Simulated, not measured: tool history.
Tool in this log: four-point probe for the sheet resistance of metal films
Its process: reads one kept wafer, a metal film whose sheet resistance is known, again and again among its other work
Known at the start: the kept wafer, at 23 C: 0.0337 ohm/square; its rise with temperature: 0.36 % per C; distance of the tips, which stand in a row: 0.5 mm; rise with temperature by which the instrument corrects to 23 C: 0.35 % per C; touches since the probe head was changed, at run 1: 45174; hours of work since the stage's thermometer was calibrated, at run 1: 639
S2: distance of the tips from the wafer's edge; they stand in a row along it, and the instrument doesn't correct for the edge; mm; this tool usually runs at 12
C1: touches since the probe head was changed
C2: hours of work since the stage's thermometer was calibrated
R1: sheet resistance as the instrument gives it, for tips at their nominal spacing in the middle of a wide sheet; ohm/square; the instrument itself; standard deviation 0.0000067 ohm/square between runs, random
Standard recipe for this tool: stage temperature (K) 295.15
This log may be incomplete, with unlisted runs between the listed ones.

Run 1, hour 0: usual settings; C1 45174; C2 639. Result: R1 0.03357 ohm/square.
Run 2, hour 68.2: usual settings; C1 48822; C2 691. Result: R1 0.033584 ohm/square.
Run 3, hour 137.6: usual settings but stage temperature (K) 298.15; C1 52540; C2 743. Result: R1 0.033609 ohm/square.
Run 4, hour 189.7: usual settings; C1 55330; C2 783. Result: R1 0.03357 ohm/square.
Run 5, hour 251.3: usual settings; C1 58623; C2 830. Result: R1 0.033576 ohm/square.
Run 6, hour 314.9: usual settings but stage temperature (K) 297.15; C1 62027; C2 878. Result: R1 0.033572 ohm/square.
Run 7, hour 355.5: usual settings but stage temperature (K) 297.15; C1 64204; C2 908. Result: R1 0.033581 ohm/square.
Run 8, hour 420.6: usual settings; C1 67687; C2 958. Result: R1 0.033568 ohm/square.
Run 9, hour 477.7: usual settings but stage temperature (K) 303.15; C1 70742; C2 1001. Result: R1 0.033583 ohm/square.
Run 10, hour 555: usual settings but stage temperature (K) 303.15; C1 74883; C2 1060. Result: R1 0.033581 ohm/square.
Run 11, hour 599.6: usual settings; C1 77270; C2 1093. Result: R1 0.033561 ohm/square.
Run 12, hour 666.5: usual settings; C1 80849; C2 1144. Result: R1 0.033566 ohm/square.
Run 13, hour 700.7: usual settings; C1 82681; C2 1170. Result: R1 0.033561 ohm/square.
Run 14, hour 778.6: usual settings but S2 9 mm; C1 86849; C2 1229. Result: R1 0.033575 ohm/square.
Run 15, hour 813.7: usual settings; C1 88731; C2 1256. Result: R1 0.033549 ohm/square.
Run 16, hour 862.7: usual settings; C1 91352; C2 1293. Result: R1 0.033547 ohm/square.
Run 17, hour 940.7: usual settings; C1 95528; C2 1352. Result: R1 0.033552 ohm/square.
Run 18, hour 1000.7: usual settings but stage temperature (K) 293.15; C1 98737; C2 1397. Result: R1 0.033537 ohm/square.
Run 19, hour 1034.1: usual settings but stage temperature (K) 293.15; C1 100527; C2 1422. Result: R1 0.033545 ohm/square.
Run 20, hour 1100: usual settings but stage temperature (K) 292.15; C1 104056; C2 1472. Result: R1 0.033531 ohm/square.
Run 21, hour 1172.4: usual settings but stage temperature (K) 292.15; C1 107927; C2 1527. Result: R1 0.033531 ohm/square.
Run 22, hour 1233.3: usual settings but stage temperature (K) 292.15, S2 4 mm; C1 111186; C2 1573. Result: R1 0.033779 ohm/square.
Run 23, hour 1307.2: usual settings but stage temperature (K) 292.15, S2 4 mm; C1 115142; C2 1629. Result: R1 0.033782 ohm/square.
Run 24, hour 1373.9: usual settings but S2 11 mm; C1 118714; C2 1680. Result: R1 0.033549 ohm/square.
Run 25, hour 1413.4: usual settings but S2 11 mm; C1 120827; C2 1710. Result: R1 0.033541 ohm/square.
Run 26, hour 1478.5: usual settings but S2 11 mm; C1 124314; C2 1759. Result: R1 0.033531 ohm/square.
Run 27, hour 1540.8: usual settings but stage temperature (K) 300.15, S2 5 mm; C1 127646; C2 1806. Result: R1 0.033684 ohm/square.
Run 28, hour 1589.7: usual settings but stage temperature (K) 292.15, S2 10 mm; C1 130263; C2 1843. Result: R1 0.033517 ohm/square.
Run 29, hour 1661.2: usual settings but stage temperature (K) 294.15, S2 19 mm; C1 134094; C2 1897. Result: R1 0.033494 ohm/square.

What does the tool deliver on the next run?
Run 30, hour 1721.8: usual settings but stage temperature (K) 302.15, S2 5 mm; C1 137336; C2 1943. Result: R1 ?.

Run 30 produced R1 0.033684 ohm/square.
On a tool with no hidden condition, and with the same random variation, this run would have come out at R1 0.033897 ohm/square.

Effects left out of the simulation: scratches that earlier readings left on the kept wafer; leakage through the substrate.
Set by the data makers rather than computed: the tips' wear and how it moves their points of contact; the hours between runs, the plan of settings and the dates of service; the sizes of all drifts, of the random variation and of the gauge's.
